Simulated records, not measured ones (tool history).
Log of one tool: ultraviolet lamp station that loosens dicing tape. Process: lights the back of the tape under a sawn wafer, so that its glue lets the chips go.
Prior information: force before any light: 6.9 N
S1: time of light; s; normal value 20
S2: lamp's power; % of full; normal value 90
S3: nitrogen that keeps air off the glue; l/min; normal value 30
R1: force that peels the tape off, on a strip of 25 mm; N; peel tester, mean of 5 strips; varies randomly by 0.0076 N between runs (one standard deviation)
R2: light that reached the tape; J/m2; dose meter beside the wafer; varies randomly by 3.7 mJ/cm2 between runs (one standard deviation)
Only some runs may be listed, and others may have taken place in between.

run,hour,S1,S2,S3,R1,R2
1,0.0,20,90,30,0.287,6170
# hour 29.9: lamp changed
2,39.3,20,90,30,0.293,6160
# hour 45.6: window cleaned of glue's vapour
3,106.0,20,90,30,0.288,6110
4,139.0,20,90,30,0.288,6140
5,198.3,20,90,30,0.290,6150
6,234.1,20,90,30,0.288,6090
7,299.4,20,90,30,0.283,6060
8,354.5,20,90,30,0.275,6100
9,404.7,20,90,30,0.276,6050
10,445.9,20,90,30,0.284,6030
11,523.1,20,61,30,0.642,4070
12,587.4,20,61,30,0.659,4120
13,636.5,20,61,30,0.638,3990
14,704.5,20,90,47,0.258,5940
# hour 726.2: gauge calibrated
# hour 732.4: window cleaned of glue's vapour
15,778.8,20,90,42,0.257,6150
16,849.6,20,89,30,0.305,5990
17,926.1,20,89,30,0.303,6050
18,969.7,20,96,30,0.245,6500
19,1042.7,18,96,30,0.295,5810
20,1111.9,35,96,30,0.146,11260
21,1188.4,20,63,30,0.586,4230
22,1235.3,20,63,30,0.608,4200
23,1310.5,20,63,30,0.609,4180
24,1377.9,20,63,30,0.595,4230
# hour 1417.0: window cleaned of glue's vapour
25,1436.0,13,61,11,1.955,2630
26,1484.3,13,61,12,1.851,2620
# hour 1507.0: lamp changed
27,1527.1,13,61,12,1.847,2580
28,1590.6,13,87,24,0.796,3720
29,1652.8,22,87,24,0.271,6340
30,1707.2,22,77,41,0.289,5530
31,1742.0,27,85,30,0.190,7500
32,1785.4,27,85,30,0.189,7500
33,1836.8,27,85,30,0.200,7600
34,1910.2,18,94,41,0.287,5550
35,1962.4,18,90,50,0.300,5250
36,2037.0,15,94,56,0.394,4540
37,2085.7,24,94,11,0.279,7270
# hour 2101.5: window cleaned of glue's vapour
38,2165.4,16,90,35,0.442,4610
39,2217.6,31,98,25,0.147,9760
40,2285.1,13,82,30,0.887,3440
41,2331.5,36,73,12,0.208,8390
42,2409.0,20,72,58,0.350,4570
43,2442.5,21,69,55,0.360,4580

Alternative continuations, all from the tool just after run 43; predict every row:
A,2509.9,39,73,37,?,?
B,2509.9,20,67,11,?,?
C,2509.9,22,69,55,?,?

run,R1,R2
A,0.145,8950
B,0.807,4230
C,0.341,4760
Without the tool's unlogged condition, the same runs would have read:
run,R1,R2
A,0.145,9680
B,0.804,4580
C,0.340,5150
